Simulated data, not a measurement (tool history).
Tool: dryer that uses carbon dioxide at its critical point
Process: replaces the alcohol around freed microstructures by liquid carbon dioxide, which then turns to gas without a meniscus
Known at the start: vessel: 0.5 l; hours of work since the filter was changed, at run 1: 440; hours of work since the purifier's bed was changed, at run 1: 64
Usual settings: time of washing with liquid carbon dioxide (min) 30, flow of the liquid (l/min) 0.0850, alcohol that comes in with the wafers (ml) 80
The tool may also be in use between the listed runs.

run,day,time of washing with liquid carbon dioxide (min),flow of the liquid (l/min),alcohol that comes in with the wafers (ml),hours of work since the filter was changed,hours of work since the purifier's bed was changed,alcohol left in the vessel before it's heated (ppm by volume)
1,0.000,30,0.0850,80,440,64,4886
2,0.604,30,0.0850,80,450,74,5003
3,0.958,30,0.0850,80,456,80,4979
4,1.450,30,0.0850,80,464,89,5093
5,1.942,30,0.0850,80,473,97,5075
# day 2.033: inlet filter changed
6,2.408,30,0.0850,80,6,104,4013
7,3.092,37,0.0850,80,18,116,1705
8,3.517,37,0.0850,80,25,123,1713
9,4.221,30,0.0850,80,37,135,4120
10,4.754,26,0.0850,80,46,144,6781
11,5.475,30,0.0850,80,58,156,4160
12,5.942,30,0.0850,80,66,164,4169
13,6.358,30,0.0850,80,73,171,4129
14,6.771,48,0.0850,80,80,178,481
15,7.200,30,0.0528,80,87,185,17761
16,7.754,30,0.0528,80,96,194,17920
17,8.396,30,0.0528,80,107,205,17821
18,8.796,30,0.0528,80,114,212,18189
19,9.471,30,0.0528,80,125,223,17968
20,9.992,30,0.0528,80,134,232,18045
21,10.500,30,0.0620,80,143,240,11859
22,10.804,30,0.0620,80,148,245,12128
23,11.158,38,0.0620,94,154,251,7158
24,11.500,30,0.1436,80,159,257,306
25,12.188,47,0.0649,20,171,269,593
26,12.700,30,0.0533,80,180,277,17689
27,13.233,32,0.0951,80,189,286,2138
28,13.896,32,0.1237,102,200,298,686
29,14.354,34,0.0908,40,208,305,1037
30,14.671,30,0.1203,80,213,311,903
31,15.104,30,0.1282,21,220,318,195
32,15.471,21,0.0850,80,226,324,13066
33,16.008,21,0.0850,80,235,333,13200
34,16.596,24,0.0520,22,245,343,7939
35,17.154,48,0.0661,84,255,352,2169

Forecast run 36:
36,17.733,19,0.0815,84,264,362,?

alcohol left in the vessel before it's heated (ppm by volume): 20043
Without the tool's hidden state the same run would have given alcohol left in the vessel before it's heated (ppm by volume) 18444.

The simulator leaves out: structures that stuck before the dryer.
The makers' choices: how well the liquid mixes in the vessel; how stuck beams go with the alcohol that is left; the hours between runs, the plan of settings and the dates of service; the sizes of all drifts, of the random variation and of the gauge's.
